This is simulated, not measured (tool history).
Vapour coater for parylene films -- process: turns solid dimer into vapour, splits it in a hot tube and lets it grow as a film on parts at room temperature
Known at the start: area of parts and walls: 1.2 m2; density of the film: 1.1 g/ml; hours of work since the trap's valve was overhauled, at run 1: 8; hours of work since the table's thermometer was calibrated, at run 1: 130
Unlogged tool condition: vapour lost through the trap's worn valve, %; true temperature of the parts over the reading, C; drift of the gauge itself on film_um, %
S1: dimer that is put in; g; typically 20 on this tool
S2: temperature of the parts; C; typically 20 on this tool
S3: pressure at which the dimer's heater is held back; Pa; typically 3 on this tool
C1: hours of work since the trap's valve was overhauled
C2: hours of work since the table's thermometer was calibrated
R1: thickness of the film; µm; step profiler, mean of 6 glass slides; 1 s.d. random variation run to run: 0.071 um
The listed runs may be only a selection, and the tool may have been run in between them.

run   hour  S1  S2     S3   C1   C2     R1
  1      0  20  20      3    8  130  11.17
  2   53.7  35  20      3   44  166  19.55
  3   87.9  35  20      3   67  190  19.42
  4  126.8  35  20      3   93  216  19.69
  5  166.1  35  20  10.15  119  242  15.27
  6  211.2  12  20      3  150  273   6.65
  7  277.8  12  20      3  195  317   6.66
  8  327.9  12  20      3  228  351   6.74
  9  391.2  12  20      3  271  394   6.71
 10  441.8  20  20      3  305  428  11.14
 11  478.5  14  24   11.8  330  453   5.18
 12  510.2   9  24   4.12  351  474   4.14
 13  545.2  12  22  11.78  375  498   4.83
 14  606.5  12  22  11.78  416  539   4.86
 15  674.5   9  17   5.36  462  585   4.95
     702.5  -- trap's valve overhauled
 16    708  13  17   3.02    4  605   7.93
 17  769.7  34  20   4.18   45  646  17.85
 18  815.7  34  20   4.18   76  677   17.5
 19  877.3  10  13      7  118  719      6

How the hidden state differs across the entries between the runs, from the last listed run before each to the first after it:
From run 15 to run 16: trap's valve overhauled (hour 702.5)
  vapour lost through the trap's worn valve, %: 0.4 -> 0
